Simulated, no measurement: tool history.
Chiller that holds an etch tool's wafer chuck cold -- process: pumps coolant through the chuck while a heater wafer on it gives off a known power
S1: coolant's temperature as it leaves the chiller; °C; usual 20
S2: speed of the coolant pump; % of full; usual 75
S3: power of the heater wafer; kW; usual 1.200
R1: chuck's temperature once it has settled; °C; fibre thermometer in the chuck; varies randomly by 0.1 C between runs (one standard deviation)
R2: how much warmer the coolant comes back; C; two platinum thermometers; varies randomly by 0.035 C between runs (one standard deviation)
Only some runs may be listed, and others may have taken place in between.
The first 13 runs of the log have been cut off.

run    hour  S1  S2     S3    R1    R2
 14  1213.4  20  75  1.200  35.1  5.78
 15  1293.1  20  63  1.200  37.4  7.13
 16  1380.4  20  75  1.200  34.8  5.85
 17  1505.1  20  75  1.200  34.9  5.81
 18  1628.2  13  65  1.311  31.5  7.47
 19  1709.5  13  65  1.311  31.4  7.50
 20  1817.1  13  77  1.434  30.4  6.72
 21  1930.7  11  88  1.269  25.0  5.15
 22  2054.8  11  88  1.269  25.0  5.08
 23  2174.6  11  88  1.269  24.7  5.12
 24  2300.2  11  89  1.499  27.4  5.96
 25  2395.2  11  89  1.499  27.2  6.03
 26  2451.8  11  89  1.499  27.1  6.03
 27  2546.8  27  87  1.499  43.6  6.19
 28  2649.5  25  88  1.244  38.8  5.05
     2731.9  -- chiller's thermometer calibrated
 29  2753.1  24  84  0.832  33.3  3.59
 30  2866.8  24  84  0.832  33.4  3.59
 31  2974.0  13  84  0.673  20.7  2.91
 32  3059.1  20  64  1.200  37.1  6.99
 33  3131.1  12  93  1.200  24.4  4.56

Alternative continuations, all from the tool just after run 33; predict every row:
  A  3188.5  20  70  1.057   ?   ?
  B  3188.5  13  92  1.326   ?   ?
  C  3188.5  11  93  1.200   ?   ?

run    R1    R2
  A  34.0  5.49
  B  27.0  5.15
  C  23.5  4.62
The same runs, with their run-to-run variation unchanged, on a tool lacking any hidden condition would have given:
run    R1    R2
  A  34.0  5.49
  B  26.9  5.15
  C  23.4  4.62

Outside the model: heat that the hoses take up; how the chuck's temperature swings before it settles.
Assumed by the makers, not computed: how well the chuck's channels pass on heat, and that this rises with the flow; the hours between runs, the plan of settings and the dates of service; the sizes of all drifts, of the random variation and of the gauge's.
